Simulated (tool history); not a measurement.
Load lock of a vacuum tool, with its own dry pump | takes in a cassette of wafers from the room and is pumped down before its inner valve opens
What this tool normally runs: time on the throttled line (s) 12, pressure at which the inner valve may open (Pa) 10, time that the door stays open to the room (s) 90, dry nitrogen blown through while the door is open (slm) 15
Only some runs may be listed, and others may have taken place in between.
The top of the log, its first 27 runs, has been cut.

| run | hour | time on the throttled line (s) | pressure at which the inner valve may open (Pa) | time that the door stays open to the room (s) | dry nitrogen blown through while the door is open (slm) | incoming humidity of the room's air, % | time from the closed door until the inner valve may open (s) | rise of the pressure with all valves shut (Pa/min) |
|---|---|---|---|---|---|---|---|---|
| 28 | 9880.4 | 18 | 10 | 90 | 17 | 46.3 | 30.8 | 0.066 |
| 29 | 10125.2 | 14 | 8 | 62 | 39 | 45.2 | 27.9 | 0.039 |
| 30 | 10338.5 | 12 | 12 | 90 | 24 | 45.0 | 25.4 | 0.057 |
| 31 | 10673.9 | 12 | 10 | 178 | 5 | 45.0 | 26.4 | 0.102 |
|  | 10708.9 | door's seal changed, seat wiped |
| 32 | 10902.4 | 12 | 10 | 90 | 15 | 42.8 | 26.1 | 0.060 |
| 33 | 11107.1 | 12 | 10 | 90 | 15 | 48.7 | 25.8 | 0.069 |
| 34 | 11312.2 | 14 | 12 | 90 | 23 | 45.1 | 27.0 | 0.056 |
| 35 | 11703.5 | 14 | 17 | 90 | 23 | 42.3 | 26.5 | 0.051 |
| 36 | 12070.9 | 13 | 19 | 98 | 14 | 47.4 | 25.6 | 0.069 |
| 37 | 12282.5 | 13 | 13 | 90 | 15 | 44.6 | 26.1 | 0.064 |

Forecast each of these 4 alternatives for the next run:
| A | 12736.8 | 12 | 10 | 90 | 9 | 41.3 | ? | ? |
| B | 12736.8 | 13 | 13 | 75 | 5 | 41.8 | ? | ? |
| C | 12736.8 | 19 | 13 | 140 | 15 | 42.0 | ? | ? |
| D | 12736.8 | 10 | 10 | 90 | 19 | 42.7 | ? | ? |

| run | time from the closed door until the inner valve may open (s) | rise of the pressure with all valves shut (Pa/min) |
|---|---|---|
| A | 25.9 | 0.062 |
| B | 26.2 | 0.066 |
| C | 30.8 | 0.071 |
| D | 24.0 | 0.050 |
Stripped of hidden state, with their random variation kept, the same runs would have yielded:
| run | time from the closed door until the inner valve may open (s) | rise of the pressure with all valves shut (Pa/min) |
|---|---|---|
| A | 25.9 | 0.062 |
| B | 26.2 | 0.066 |
| C | 30.8 | 0.071 |
| D | 24.0 | 0.050 |
